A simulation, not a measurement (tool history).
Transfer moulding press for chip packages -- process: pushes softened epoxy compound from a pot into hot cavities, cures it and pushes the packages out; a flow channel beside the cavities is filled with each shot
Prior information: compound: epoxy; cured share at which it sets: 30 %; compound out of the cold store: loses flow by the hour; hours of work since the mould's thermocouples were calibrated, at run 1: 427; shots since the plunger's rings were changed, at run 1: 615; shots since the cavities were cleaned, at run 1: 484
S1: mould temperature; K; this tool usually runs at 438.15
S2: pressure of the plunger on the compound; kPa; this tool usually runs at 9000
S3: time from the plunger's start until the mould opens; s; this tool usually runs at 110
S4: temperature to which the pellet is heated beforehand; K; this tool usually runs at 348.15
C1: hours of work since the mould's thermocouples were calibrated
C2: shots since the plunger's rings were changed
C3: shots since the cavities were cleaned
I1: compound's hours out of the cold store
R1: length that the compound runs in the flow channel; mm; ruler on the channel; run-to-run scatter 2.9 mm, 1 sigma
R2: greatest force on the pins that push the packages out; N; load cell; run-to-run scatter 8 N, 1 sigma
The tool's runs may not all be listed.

run	hour	S1	S2	S3	S4	C1	C2	C3	I1	R1	R2
1	0.0	438.15	9000	110	348.15	427	615	484	14.2	906	509
# hour 4.9: cavities cleaned with cleaning compound and waxed
2	16.0	438.15	9000	110	348.15	438	788	133	47.1	785	388
3	27.7	438.15	9000	94	348.15	446	927	272	20.8	881	593
4	41.5	438.15	9000	94	348.15	456	1092	437	46.6	783	589
# hour 50.4: cavities cleaned with cleaning compound and waxed
5	55.6	443.15	9000	110	348.15	465	1242	62	18.3	874	320
6	62.6	438.15	9000	119	348.15	470	1325	145	24.8	861	376
7	71.6	438.15	9000	110	338.15	477	1432	252	12.4	909	461
8	81.4	438.15	9000	110	338.15	484	1550	370	24.4	851	468
9	93.1	439.15	9000	110	338.15	493	1690	510	23.9	858	492
# hour 96.0: cavities cleaned with cleaning compound and waxed
10	107.7	438.15	10890	92	348.15	502	1845	139	23.5	943	545
11	117.6	438.15	10890	104	347.15	509	1964	258	30.8	911	448
12	131.2	430.15	10890	104	339.15	519	2126	420	16.5	986	879
# hour 141.4: cavities cleaned with cleaning compound and waxed
13	142.1	430.15	10890	104	339.15	526	2238	9	37.5	898	576

Consider 3 possible next runs. They are alternatives, not a sequence: every one starts from the tool as it was left by run 13. What does each give?
A	157.0	437.15	9000	145	348.15	537	2415	186	13.3	?	?
B	157.0	438.15	7840	110	348.15	537	2415	186	24.3	?	?
C	157.0	444.15	9560	110	338.15	537	2415	186	45.5	?	?

run	R1	R2
A	893	375
B	787	422
C	790	384
The same runs, with their run-to-run variation unchanged, on a tool lacking any hidden condition would have given:
run	R1	R2
A	928	292
B	818	343
C	820	300

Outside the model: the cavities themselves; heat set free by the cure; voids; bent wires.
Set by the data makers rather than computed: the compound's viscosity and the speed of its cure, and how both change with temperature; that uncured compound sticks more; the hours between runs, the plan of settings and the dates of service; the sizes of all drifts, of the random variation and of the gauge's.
